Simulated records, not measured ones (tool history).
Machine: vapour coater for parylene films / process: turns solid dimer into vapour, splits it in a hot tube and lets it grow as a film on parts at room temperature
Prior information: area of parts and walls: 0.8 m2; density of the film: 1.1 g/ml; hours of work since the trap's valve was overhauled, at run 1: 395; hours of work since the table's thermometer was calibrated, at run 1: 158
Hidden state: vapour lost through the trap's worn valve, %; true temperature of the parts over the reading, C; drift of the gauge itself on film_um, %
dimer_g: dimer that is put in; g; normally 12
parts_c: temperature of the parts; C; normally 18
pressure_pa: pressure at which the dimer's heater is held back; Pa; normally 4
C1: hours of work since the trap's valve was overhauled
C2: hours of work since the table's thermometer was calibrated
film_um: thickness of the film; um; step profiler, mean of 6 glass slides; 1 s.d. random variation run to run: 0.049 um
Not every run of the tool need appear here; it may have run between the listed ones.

{"run": 1, "day": 0.0, "dimer_g": 12, "parts_c": 18, "pressure_pa": 4, "C1": 395, "C2": 158, "film_um": 10.11}
{"run": 2, "day": 1.108, "dimer_g": 12, "parts_c": 18, "pressure_pa": 4, "C1": 409, "C2": 172, "film_um": 9.94}
{"run": 3, "day": 2.646, "dimer_g": 12, "parts_c": 27, "pressure_pa": 4, "C1": 428, "C2": 192, "film_um": 8.51}
{"run": 4, "day": 3.625, "dimer_g": 21, "parts_c": 27, "pressure_pa": 4, "C1": 441, "C2": 204, "film_um": 14.89}
{"run": 5, "day": 5.921, "dimer_g": 21, "parts_c": 27, "pressure_pa": 4, "C1": 470, "C2": 233, "film_um": 14.82}
{"run": 6, "day": 7.704, "dimer_g": 21, "parts_c": 27, "pressure_pa": 4, "C1": 492, "C2": 256, "film_um": 14.88}
{"day": 8.075, "done": "trap's valve overhauled"}
{"run": 7, "day": 8.933, "dimer_g": 21, "parts_c": 27, "pressure_pa": 4, "C1": 11, "C2": 269, "film_um": 16.02}
{"run": 8, "day": 9.942, "dimer_g": 21, "parts_c": 27, "pressure_pa": 4, "C1": 24, "C2": 282, "film_um": 16.12}
{"run": 9, "day": 11.738, "dimer_g": 21, "parts_c": 27, "pressure_pa": 4, "C1": 46, "C2": 305, "film_um": 16.02}
{"run": 10, "day": 13.675, "dimer_g": 21, "parts_c": 27, "pressure_pa": 4, "C1": 71, "C2": 329, "film_um": 15.76}
{"run": 11, "day": 15.346, "dimer_g": 21, "parts_c": 27, "pressure_pa": 4, "C1": 92, "C2": 351, "film_um": 15.72}
{"run": 12, "day": 16.742, "dimer_g": 21, "parts_c": 27, "pressure_pa": 4, "C1": 110, "C2": 368, "film_um": 15.81}
{"run": 13, "day": 18.85, "dimer_g": 21, "parts_c": 27, "pressure_pa": 4, "C1": 137, "C2": 395, "film_um": 15.73}
{"run": 14, "day": 21.017, "dimer_g": 21, "parts_c": 27, "pressure_pa": 4, "C1": 164, "C2": 422, "film_um": 15.65}
{"run": 15, "day": 23.092, "dimer_g": 21, "parts_c": 27, "pressure_pa": 4, "C1": 190, "C2": 449, "film_um": 15.71}
{"run": 16, "day": 24.825, "dimer_g": 12, "parts_c": 18, "pressure_pa": 4, "C1": 212, "C2": 471, "film_um": 10.34}
{"run": 17, "day": 26.446, "dimer_g": 12, "parts_c": 18, "pressure_pa": 4, "C1": 233, "C2": 491, "film_um": 10.32}
{"run": 18, "day": 28.104, "dimer_g": 12, "parts_c": 18, "pressure_pa": 4, "C1": 254, "C2": 512, "film_um": 10.3}
{"run": 19, "day": 29.425, "dimer_g": 12, "parts_c": 18, "pressure_pa": 4, "C1": 271, "C2": 529, "film_um": 10.24}
{"run": 20, "day": 31.221, "dimer_g": 12, "parts_c": 18, "pressure_pa": 4, "C1": 294, "C2": 552, "film_um": 10.16}
{"run": 21, "day": 33.183, "dimer_g": 12, "parts_c": 18, "pressure_pa": 4, "C1": 318, "C2": 577, "film_um": 10.14}
{"run": 22, "day": 34.208, "dimer_g": 12, "parts_c": 18, "pressure_pa": 4, "C1": 331, "C2": 590, "film_um": 10.05}
{"run": 23, "day": 35.171, "dimer_g": 12, "parts_c": 18, "pressure_pa": 4, "C1": 344, "C2": 602, "film_um": 9.99}
{"run": 24, "day": 37.271, "dimer_g": 19, "parts_c": 26, "pressure_pa": 4.86, "C1": 370, "C2": 629, "film_um": 13.64}
{"run": 25, "day": 39.529, "dimer_g": 16, "parts_c": 19, "pressure_pa": 2.12, "C1": 399, "C2": 657, "film_um": 14.31}
{"run": 26, "day": 40.708, "dimer_g": 16, "parts_c": 19, "pressure_pa": 2.12, "C1": 414, "C2": 672, "film_um": 14.16}

Run 27, settings as shown, results not yet in. Your forecast:
{"run": 27, "day": 41.942, "dimer_g": 16, "parts_c": 19, "pressure_pa": 2.12, "C1": 429, "C2": 688, "film_um": "?"}

film_um: 14.17 um
If the tool had no hidden condition, the same run with the same run-to-run variation would have returned film_um 15.2 um.

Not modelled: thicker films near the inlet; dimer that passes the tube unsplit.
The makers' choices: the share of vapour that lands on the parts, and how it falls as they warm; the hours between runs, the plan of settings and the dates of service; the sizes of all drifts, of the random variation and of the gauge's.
